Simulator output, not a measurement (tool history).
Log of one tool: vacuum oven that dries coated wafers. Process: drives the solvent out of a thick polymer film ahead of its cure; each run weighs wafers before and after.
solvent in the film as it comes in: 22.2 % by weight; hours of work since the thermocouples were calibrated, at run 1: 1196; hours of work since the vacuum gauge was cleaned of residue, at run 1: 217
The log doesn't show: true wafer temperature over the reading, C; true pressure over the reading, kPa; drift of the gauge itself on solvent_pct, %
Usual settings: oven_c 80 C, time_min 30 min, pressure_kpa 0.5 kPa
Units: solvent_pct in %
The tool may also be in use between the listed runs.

run	hour	oven_c	time_min	pressure_kpa	hours of work since the thermocouples were calibrated	hours of work since the vacuum gauge was cleaned of residue	solvent_pct
1	0	80	30	0.5	1196	217	1.69
2	23.2	80	30	0.5	1214	235	1.62
3	41.2	80	41	0.5	1228	249	0.89
4	59.7	80	30	0.5	1243	264	1.65
# hour 76.4: oven's thermocouples calibrated
5	83.1	80	30	1.152	5	280	2.29
6	103.3	83	30	0.5	21	296	1.17
7	114.1	80	47	0.5	29	304	0.77
8	129.7	80	47	0.5	41	317	0.7
9	142.6	80	47	0.5	51	327	0.65
10	154.4	90	30	0.5	61	336	0.43
11	177.9	90	45	0.5	79	354	0.33
12	199.1	80	30	0.5	95	370	1.67
13	220	80	30	0.5	111	387	1.77
14	235.1	90	21	1.459	123	398	1.47
15	249.8	90	21	1.459	134	410	1.32
16	267.8	68	30	0.254	148	424	5.78
17	279.2	68	17	1.428	157	432	10.42
18	294.1	68	17	1.428	169	444	10.26
19	316.4	71	30	0.809	186	461	5
20	332.6	88	21	0.97	199	474	1.44
21	351.3	67	30	1.116	213	488	7.15
22	362.8	80	39	0.355	222	497	0.86
23	380.1	80	40	1.124	236	511	1.46
24	392.2	80	40	1.124	245	520	1.51

4 ways to go on from here, each from the tool as it stands after run 24. What would each give?
A	403.4	80	30	1.494	254	529	?
B	403.4	80	21	0.5	254	529	?
C	403.4	72	30	0.4	254	529	?
D	403.4	73	40	1.124	254	529	?

run	solvent_pct
A	2.58
B	3.12
C	4.25
D	3.18
Without the tool's hidden state the same runs would have given:
run	solvent_pct
A	2.57
B	3.12
C	4.24
D	3.17
